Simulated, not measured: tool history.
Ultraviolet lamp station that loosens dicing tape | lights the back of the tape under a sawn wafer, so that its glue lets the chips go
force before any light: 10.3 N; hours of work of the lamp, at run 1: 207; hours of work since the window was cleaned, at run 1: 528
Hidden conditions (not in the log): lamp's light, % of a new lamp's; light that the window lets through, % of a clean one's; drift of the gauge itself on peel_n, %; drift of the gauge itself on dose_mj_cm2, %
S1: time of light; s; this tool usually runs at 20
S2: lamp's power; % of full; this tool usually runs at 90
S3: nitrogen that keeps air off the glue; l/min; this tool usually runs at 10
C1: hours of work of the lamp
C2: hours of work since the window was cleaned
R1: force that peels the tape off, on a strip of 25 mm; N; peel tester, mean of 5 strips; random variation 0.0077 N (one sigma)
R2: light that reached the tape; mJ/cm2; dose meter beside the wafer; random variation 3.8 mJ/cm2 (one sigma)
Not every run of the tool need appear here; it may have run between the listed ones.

run     day  S1  S2  S3   C1   C2     R1   R2
  1       0  20  90  10  207  528   0.29  651
  2   1.162  20  90  10  229  550  0.297  643
  3   2.325  20  90  10  251  572  0.304  651
  4   3.925  20  90  10  282  603  0.293  645
  5   4.958  20  90  10  302  623  0.285  645
      6.021  -- window cleaned of glue's vapour
  6   6.021  20  67  10  322    0  0.434  481
  7   7.275  20  90  18  346   24  0.263  652
  8   9.529  20  90   4  389   67  0.481  650
  9  10.575  20  90   4  408   87  0.462  646
 10  12.492  18  80   8  445  124  0.455  515
 11  14.992  19  90   6  493  171  0.387  608
 12  17.379  13  85   7  538  217  0.826  393
 13  19.004  24  68   4  569  248  0.572  580
 14  20.692  22  90   8  602  280    0.3  709
 15  22.529  20  90  10  637  315  0.294  640
 16  24.604  20  90  10  676  355  0.304  638
 17  26.904  20  95   4  720  399  0.428  673
 18  28.929  39  63  16  759  437  0.237  871

What if the next run were any one of these 3? Each begins from the tool's condition after run 18:
  A  30.138  20  90   5  782  460   ?   ?
  B  30.138  33  90   3  782  460   ?   ?
  C  30.138  12  99  18  782  460   ?   ?

run     R1    R2
  A  0.414   632
  B  0.267  1047
  C  0.403   421
What these runs would have given with no unlogged condition in the tool:
run     R1    R2
  A  0.413   644
  B  0.267  1066
  C  0.402   429
